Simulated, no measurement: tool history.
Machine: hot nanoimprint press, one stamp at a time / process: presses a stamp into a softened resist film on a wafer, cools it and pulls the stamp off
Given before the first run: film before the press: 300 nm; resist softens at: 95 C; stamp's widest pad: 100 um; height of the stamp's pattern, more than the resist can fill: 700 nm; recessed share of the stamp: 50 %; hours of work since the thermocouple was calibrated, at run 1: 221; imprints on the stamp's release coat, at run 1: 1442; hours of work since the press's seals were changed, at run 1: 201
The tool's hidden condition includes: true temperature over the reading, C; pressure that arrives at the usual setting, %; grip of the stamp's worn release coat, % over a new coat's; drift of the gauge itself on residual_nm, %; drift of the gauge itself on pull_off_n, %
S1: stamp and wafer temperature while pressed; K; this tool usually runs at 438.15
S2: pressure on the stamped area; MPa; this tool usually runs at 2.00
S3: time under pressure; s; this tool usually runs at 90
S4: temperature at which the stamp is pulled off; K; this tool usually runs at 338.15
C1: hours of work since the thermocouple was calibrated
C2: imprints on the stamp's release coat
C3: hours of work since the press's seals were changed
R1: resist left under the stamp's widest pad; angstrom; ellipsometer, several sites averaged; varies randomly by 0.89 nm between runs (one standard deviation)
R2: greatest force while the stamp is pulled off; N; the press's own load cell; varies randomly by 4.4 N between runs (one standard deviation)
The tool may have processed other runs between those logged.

Run 1, hour 0.0: usual settings; C1 221; C2 1442; C3 201. Result: R1 1308 angstrom, R2 304 N.
At hour 27.2: stamp cleaned and given a new release coat.
Run 2, hour 34.7: usual settings; C1 236; C2 30; C3 216. Result: R1 1321 angstrom, R2 210 N.
Run 3, hour 63.4: usual settings; C1 251; C2 146; C3 231. Result: R1 1299 angstrom, R2 225 N.
Run 4, hour 91.6: usual settings; C1 266; C2 259; C3 245. Result: R1 1312 angstrom, R2 243 N.
At hour 123.8: plate thermocouple calibrated.
Run 5, hour 123.9: usual settings; C1 0; C2 377; C3 260. Result: R1 1335 angstrom, R2 243 N.
Run 6, hour 151.0: usual settings; C1 14; C2 487; C3 274. Result: R1 1332 angstrom, R2 250 N.
At hour 171.5: plate thermocouple calibrated, once more.
Run 7, hour 172.6: usual settings; C1 1; C2 562; C3 284. Result: R1 1297 angstrom, R2 239 N.
Run 8, hour 191.5: usual settings; C1 10; C2 638; C3 294. Result: R1 1304 angstrom, R2 259 N.
Run 9, hour 207.5: usual settings but S3 139 s; C1 19; C2 703; C3 302. Result: R1 1090 angstrom, R2 259 N.
Run 10, hour 233.0: usual settings; C1 32; C2 805; C3 315. Result: R1 1304 angstrom, R2 262 N.
Run 11, hour 246.3: usual settings; C1 39; C2 859; C3 322. Result: R1 1294 angstrom, R2 278 N.
Run 12, hour 269.6: usual settings but S3 107 s, S4 326.15 K; C1 51; C2 953; C3 334. Result: R1 1201 angstrom, R2 308 N.
Run 13, hour 285.9: usual settings but S1 431.15 K, S2 2.62 MPa, S3 85 s, S4 345.15 K; C1 59; C2 1019; C3 343. Result: R1 1494 angstrom, R2 263 N.
Run 14, hour 298.9: usual settings but S1 431.15 K, S2 2.62 MPa, S3 85 s, S4 345.15 K; C1 66; C2 1071; C3 349. Result: R1 1512 angstrom, R2 254 N.
Run 15, hour 322.2: usual settings but S1 444.15 K, S2 2.06 MPa, S3 65 s, S4 331.15 K; C1 78; C2 1166; C3 361. Result: R1 1241 angstrom, R2 315 N.
Run 16, hour 343.5: usual settings but S2 2.36 MPa, S3 64 s, S4 326.15 K; C1 89; C2 1251; C3 372. Result: R1 1417 angstrom, R2 329 N.
Run 17, hour 363.2: usual settings but S2 2.36 MPa, S3 143 s, S4 326.15 K; C1 99; C2 1331; C3 383. Result: R1 1003 angstrom, R2 334 N.
Run 18, hour 376.5: usual settings but S1 447.15 K, S2 1.21 MPa, S3 67 s; C1 106; C2 1384; C3 389. Result: R1 1403 angstrom, R2 298 N.
Run 19, hour 393.3: usual settings but S1 436.15 K, S2 2.15 MPa, S3 86 s, S4 330.15 K; C1 115; C2 1452; C3 398. Result: R1 1384 angstrom, R2 340 N.

Predict each of these 5 candidate next runs independently; none follows another, all start after run 19:
At hour 419.1: stamp cleaned and given a new release coat.
Run A, hour 420.0: usual settings but S2 2.74 MPa, S4 328.15 K; C1 125; C2 4; C3 409. Result: R1 ?, R2 ?.
At hour 419.1: stamp cleaned and given a new release coat.
Run B, hour 420.0: usual settings but S2 2.59 MPa; C1 125; C2 4; C3 409. Result: R1 ?, R2 ?.
At hour 419.1: stamp cleaned and given a new release coat.
Run C, hour 420.0: usual settings but S1 444.15 K, S2 2.30 MPa, S3 86 s, S4 330.15 K; C1 125; C2 4; C3 409. Result: R1 ?, R2 ?.
At hour 419.1: stamp cleaned and given a new release coat.
Run D, hour 420.0: usual settings but S2 2.10 MPa; C1 125; C2 4; C3 409. Result: R1 ?, R2 ?.
At hour 419.1: stamp cleaned and given a new release coat.
Run E, hour 420.0: usual settings but S1 436.15 K, S2 1.23 MPa, S3 151 s, S4 330.15 K; C1 125; C2 4; C3 409. Result: R1 ?, R2 ?.

run    R1   R2
  A  1146  237
  B  1182  227
  C  1056  229
  D  1295  217
  E  1372  238
What these runs would have given with no unlogged condition in the tool:
run    R1   R2
  A  1100  235
  B  1137  225
  C  1019  228
  D  1252  215
  E  1334  236

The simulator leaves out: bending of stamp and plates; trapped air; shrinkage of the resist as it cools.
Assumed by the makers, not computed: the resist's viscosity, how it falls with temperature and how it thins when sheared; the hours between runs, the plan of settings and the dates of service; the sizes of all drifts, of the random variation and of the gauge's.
